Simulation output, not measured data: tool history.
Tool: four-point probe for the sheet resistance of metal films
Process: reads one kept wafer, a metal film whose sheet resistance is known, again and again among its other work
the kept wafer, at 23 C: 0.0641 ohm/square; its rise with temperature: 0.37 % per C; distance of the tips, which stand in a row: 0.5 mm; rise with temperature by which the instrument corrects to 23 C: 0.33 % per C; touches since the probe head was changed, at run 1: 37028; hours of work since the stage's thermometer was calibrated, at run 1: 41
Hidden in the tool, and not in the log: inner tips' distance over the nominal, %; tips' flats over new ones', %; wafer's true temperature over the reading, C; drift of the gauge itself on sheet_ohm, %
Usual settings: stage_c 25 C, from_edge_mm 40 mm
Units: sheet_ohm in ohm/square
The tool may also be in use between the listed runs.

run,hour,stage_c,from_edge_mm,touches since the probe head was changed,hours of work since the stage's thermometer was calibrated,sheet_ohm
1,0.0,25,40,37028,41,0.064201
2,21.8,25,40,37695,52,0.064178
3,38.5,25,40,38208,60,0.064190
4,61.0,25,53,38899,70,0.064185
5,78.6,25,53,39436,79,0.064160
6,98.5,25,53,40046,88,0.064187
7,110.5,25,40,40416,94,0.064179
8,124.3,25,40,40839,100,0.064180
9,140.3,25,5,41328,108,0.064491
10,161.1,25,5,41965,118,0.064484
11,172.9,25,9,42329,124,0.064288
12,182.9,25,9,42633,128,0.064260
13,195.0,25,9,43006,134,0.064245
14,207.6,25,9,43391,140,0.064270
15,227.2,25,29,43993,149,0.064153
16,246.7,25,9,44591,159,0.064243
17,266.0,25,9,45180,168,0.064236
18,283.4,22,27,45713,176,0.064077
19,305.1,22,27,46379,186,0.064039
20,324.7,22,27,46981,196,0.064058
21,343.7,21,40,47564,205,0.064053
22,356.0,30,20,47939,211,0.064265
23,366.0,25,6,48248,215,0.064339
24,379.6,25,6,48664,222,0.064350
25,396.8,18,45,49192,230,0.063949
26,418.4,24,10,49854,240,0.064160
27,433.3,24,15,50308,247,0.064109
28,449.9,22,6,50818,255,0.064259

3 ways to go on from here, each from the tool as it stands after run 28. What would each give?
A,460.7,22,51,51150,260,?
B,460.7,22,14,51150,260,?
C,460.7,31,52,51150,260,?

run,sheet_ohm
A,0.064017
B,0.064061
C,0.064250
Without the tool's hidden state the same runs would have given:
run,sheet_ohm
A,0.064067
B,0.064111
C,0.064300
